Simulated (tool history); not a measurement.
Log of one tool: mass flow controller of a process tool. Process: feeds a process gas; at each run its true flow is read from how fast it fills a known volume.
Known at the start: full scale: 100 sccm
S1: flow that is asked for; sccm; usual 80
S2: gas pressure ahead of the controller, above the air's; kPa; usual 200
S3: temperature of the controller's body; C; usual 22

run 1 day=0.000 | S1=80 S2=200 S3=22 | true_flow_(%)=100.25
run 2 day=4.229 | S1=80 S2=200 S3=22 | true_flow_(%)=100.42
run 3 day=6.150 | S1=80 S2=200 S3=25 | true_flow_(%)=100.69
run 4 day=8.175 | S1=80 S2=200 S3=25 | true_flow_(%)=100.54
run 5 day=10.121 | S1=80 S2=200 S3=22 | true_flow_(%)=100.23
run 6 day=12.046 | S1=80 S2=200 S3=22 | true_flow_(%)=100.29
run 7 day=14.279 | S1=80 S2=200 S3=22 | true_flow_(%)=100.22
run 8 day=16.458 | S1=80 S2=177 S3=22 | true_flow_(%)=100.44
-- day=16.875 controller's zero set anew
run 9 day=19.625 | S1=80 S2=177 S3=27 | true_flow_(%)=101.06
run 10 day=23.592 | S1=80 S2=275 S3=22 | true_flow_(%)=99.98
run 11 day=27.888 | S1=80 S2=200 S3=22 | true_flow_(%)=100.38
run 12 day=32.129 | S1=80 S2=200 S3=22 | true_flow_(%)=100.51
run 13 day=35.558 | S1=15 S2=162 S3=27 | true_flow_(%)=102.55
run 14 day=37.467 | S1=15 S2=162 S3=27 | true_flow_(%)=102.57
-- day=39.542 controller's zero set anew, once more
run 15 day=39.871 | S1=18 S2=200 S3=22 | true_flow_(%)=99.03
run 16 day=43.533 | S1=20 S2=157 S3=39 | true_flow_(%)=101.48
run 17 day=47.738 | S1=15 S2=200 S3=40 | true_flow_(%)=101.49
run 18 day=50.288 | S1=15 S2=200 S3=40 | true_flow_(%)=101.58
run 19 day=52.279 | S1=15 S2=200 S3=40 | true_flow_(%)=101.54
run 20 day=55.142 | S1=15 S2=200 S3=40 | true_flow_(%)=101.61
run 21 day=59.617 | S1=60 S2=200 S3=22 | true_flow_(%)=99.95

5 ways to go on from here, each from the tool as it stands after run 21. What would each give?
run A day=63.792 | S1=14 S2=170 S3=38 | true_flow_(%)=?
run B day=63.792 | S1=20 S2=200 S3=22 | true_flow_(%)=?
run C day=63.792 | S1=60 S2=176 S3=22 | true_flow_(%)=?
run D day=63.792 | S1=49 S2=203 S3=22 | true_flow_(%)=?
run E day=63.792 | S1=12 S2=200 S3=20 | true_flow_(%)=?

run=A true_flow_(%)=101.89
run=B true_flow_(%)=99.59
run=C true_flow_(%)=99.98
run=D true_flow_(%)=99.72
run=E true_flow_(%)=99.66
Without the tool's hidden state the same runs would have given:
run=A true_flow_(%)=100.33
run=B true_flow_(%)=98.28
run=C true_flow_(%)=99.06
run=D true_flow_(%)=98.75
run=E true_flow_(%)=97.96
